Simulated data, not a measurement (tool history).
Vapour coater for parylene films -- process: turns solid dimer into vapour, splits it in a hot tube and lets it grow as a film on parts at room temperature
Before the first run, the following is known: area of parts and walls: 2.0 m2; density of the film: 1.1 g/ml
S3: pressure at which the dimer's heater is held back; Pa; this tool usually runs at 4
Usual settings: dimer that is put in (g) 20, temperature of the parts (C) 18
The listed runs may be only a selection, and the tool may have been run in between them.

{"run": 1, "hour": 0.0, "dimer that is put in (g)": 20, "temperature of the parts (C)": 18, "S3": 4, "thickness of the film (nm)": 4600}
{"run": 2, "hour": 59.9, "dimer that is put in (g)": 11, "temperature of the parts (C)": 18, "S3": 4, "thickness of the film (nm)": 2520}
{"run": 3, "hour": 111.5, "dimer that is put in (g)": 11, "temperature of the parts (C)": 18, "S3": 4, "thickness of the film (nm)": 2510}
{"run": 4, "hour": 154.3, "dimer that is put in (g)": 11, "temperature of the parts (C)": 18, "S3": 4, "thickness of the film (nm)": 2480}
{"run": 5, "hour": 189.4, "dimer that is put in (g)": 11, "temperature of the parts (C)": 18, "S3": 4, "thickness of the film (nm)": 2500}
{"run": 6, "hour": 229.5, "dimer that is put in (g)": 20, "temperature of the parts (C)": 18, "S3": 11.06, "thickness of the film (nm)": 4220}
{"run": 7, "hour": 296.4, "dimer that is put in (g)": 20, "temperature of the parts (C)": 18, "S3": 11.06, "thickness of the film (nm)": 4220}
{"run": 8, "hour": 324.0, "dimer that is put in (g)": 20, "temperature of the parts (C)": 18, "S3": 6.76, "thickness of the film (nm)": 4320}
{"run": 9, "hour": 374.4, "dimer that is put in (g)": 20, "temperature of the parts (C)": 18, "S3": 6.73, "thickness of the film (nm)": 4350}
{"run": 10, "hour": 403.4, "dimer that is put in (g)": 20, "temperature of the parts (C)": 18, "S3": 6.73, "thickness of the film (nm)": 4300}

Run 11 has not been measured yet. What should we expect?
{"run": 11, "hour": 433.3, "dimer that is put in (g)": 20, "temperature of the parts (C)": 18, "S3": 4, "thickness of the film (nm)": "?"}

thickness of the film (nm): 4410
If the tool had no hidden condition, the same run with the same run-to-run variation would have returned thickness of the film (nm) 4740.

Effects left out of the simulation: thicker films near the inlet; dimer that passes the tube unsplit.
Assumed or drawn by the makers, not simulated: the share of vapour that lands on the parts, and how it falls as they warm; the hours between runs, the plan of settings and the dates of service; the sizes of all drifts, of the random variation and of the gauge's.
